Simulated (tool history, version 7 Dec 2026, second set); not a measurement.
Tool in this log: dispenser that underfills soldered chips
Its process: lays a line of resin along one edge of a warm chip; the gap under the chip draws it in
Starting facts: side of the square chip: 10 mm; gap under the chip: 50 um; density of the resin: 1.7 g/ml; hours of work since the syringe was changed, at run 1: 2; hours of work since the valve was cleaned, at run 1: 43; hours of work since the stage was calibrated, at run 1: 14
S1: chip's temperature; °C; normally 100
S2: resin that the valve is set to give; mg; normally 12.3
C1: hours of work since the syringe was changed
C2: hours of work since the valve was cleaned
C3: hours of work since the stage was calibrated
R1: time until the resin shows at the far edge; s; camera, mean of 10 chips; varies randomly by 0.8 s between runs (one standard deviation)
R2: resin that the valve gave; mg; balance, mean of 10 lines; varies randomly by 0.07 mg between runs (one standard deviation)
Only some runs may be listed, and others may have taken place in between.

| run | day | S1 | S2 | C1 | C2 | C3 | R1 | R2 |
|---|---|---|---|---|---|---|---|---|
| 1 | 0.000 | 100 | 12.3 | 2 | 43 | 14 | 81.8 | 11.85 |
| 2 | 0.129 | 100 | 12.3 | 5 | 46 | 17 | 92.2 | 11.78 |
|  | 0.283 | new syringe of resin |
| 3 | 0.408 | 100 | 10.8 | 2 | 51 | 22 | 84.3 | 10.25 |
| 4 | 0.571 | 100 | 10.8 | 5 | 54 | 25 | 95.8 | 10.19 |
|  | 0.671 | new syringe of resin |
| 5 | 0.817 | 100 | 10.8 | 3 | 58 | 29 | 84.1 | 10.16 |
|  | 0.996 | dispensing valve cleaned and set on the balance |
| 6 | 1.004 | 100 | 12.3 | 6 | 0 | 32 | 92.5 | 12.24 |
|  | 1.092 | new syringe of resin |
| 7 | 1.133 | 100 | 12.3 | 1 | 2 | 34 | 75.9 | 12.27 |
| 8 | 1.312 | 111 | 12.3 | 4 | 6 | 37 | 55.8 | 12.29 |
|  | 1.475 | new syringe of resin |
| 9 | 1.533 | 100 | 12.3 | 1 | 10 | 41 | 77.3 | 12.11 |
| 10 | 1.646 | 100 | 12.3 | 3 | 12 | 43 | 84.7 | 12.23 |
|  | 1.862 | new syringe of resin |
| 11 | 1.925 | 100 | 14.2 | 1 | 17 | 48 | 72.4 | 13.75 |
| 12 | 2.192 | 100 | 14.2 | 6 | 22 | 54 | 89.5 | 13.90 |
|  | 2.250 | new syringe of resin |
| 13 | 2.325 | 114 | 14.2 | 1 | 24 | 56 | 44.1 | 13.76 |
| 14 | 2.488 | 114 | 14.2 | 4 | 27 | 59 | 49.9 | 13.90 |
|  | 2.638 | new syringe of resin |
| 15 | 2.679 | 114 | 14.2 | 1 | 31 | 62 | 41.8 | 13.68 |
| 16 | 2.942 | 97 | 10.8 | 6 | 36 | 67 | 109.9 | 10.48 |
|  | 3.029 | new syringe of resin |
| 17 | 3.175 | 101 | 10.7 | 3 | 40 | 71 | 82.9 | 10.29 |
| 18 | 3.379 | 110 | 11.5 | 7 | 44 | 75 | 65.9 | 11.10 |
|  | 3.417 | new syringe of resin |
| 19 | 3.550 | 110 | 11.5 | 3 | 47 | 78 | 53.8 | 11.01 |
| 20 | 3.717 | 110 | 11.5 | 6 | 50 | 81 | 61.2 | 10.96 |
|  | 3.804 | new syringe of resin |
| 21 | 3.875 | 99 | 11.3 | 1 | 52 | 84 | 82.8 | 10.68 |
| 22 | 3.983 | 99 | 11.3 | 3 | 55 | 86 | 91.2 | 10.79 |
|  | 4.204 | new syringe of resin |
| 23 | 4.221 | 99 | 11.3 | 0 | 59 | 90 | 79.5 | 10.62 |
|  | 4.358 | dispensing valve cleaned and set on the balance |
| 24 | 4.529 | 100 | 13.5 | 5 | 3 | 95 | 91.1 | 13.54 |
|  | 4.625 | new syringe of resin |
| 25 | 4.767 | 108 | 12.1 | 3 | 7 | 100 | 58.6 | 11.97 |
|  | 5.017 | new syringe of resin |
| 26 | 5.046 | 107 | 13.7 | 1 | 13 | 105 | 55.4 | 13.46 |
| 27 | 5.258 | 89 | 12.8 | 5 | 17 | 109 | 140.4 | 12.45 |
|  | 5.400 | new syringe of resin |
| 28 | 5.533 | 106 | 15.0 | 3 | 21 | 114 | 61.4 | 14.72 |
| 29 | 5.662 | 106 | 15.0 | 5 | 24 | 116 | 69.3 | 14.57 |
|  | 5.788 | new syringe of resin |
| 30 | 5.850 | 101 | 12.5 | 1 | 27 | 119 | 72.6 | 12.07 |

Alternative continuations, all from the tool just after run 30; predict every row:
| A | 6.083 | 104 | 15.8 | 6 | 32 | 124 | ? | ? |
| B | 6.083 | 102 | 13.5 | 6 | 32 | 124 | ? | ? |
| C | 6.083 | 99 | 12.3 | 6 | 32 | 124 | ? | ? |

| run | R1 | R2 |
|---|---|---|
| A | 74.5 | 15.33 |
| B | 82.5 | 13.03 |
| C | 97.4 | 11.94 |
With the hidden condition removed and each run's random variation left untouched, the same runs would have given:
| run | R1 | R2 |
|---|---|---|
| A | 60.8 | 15.86 |
| B | 67.0 | 13.49 |
| C | 79.2 | 12.36 |

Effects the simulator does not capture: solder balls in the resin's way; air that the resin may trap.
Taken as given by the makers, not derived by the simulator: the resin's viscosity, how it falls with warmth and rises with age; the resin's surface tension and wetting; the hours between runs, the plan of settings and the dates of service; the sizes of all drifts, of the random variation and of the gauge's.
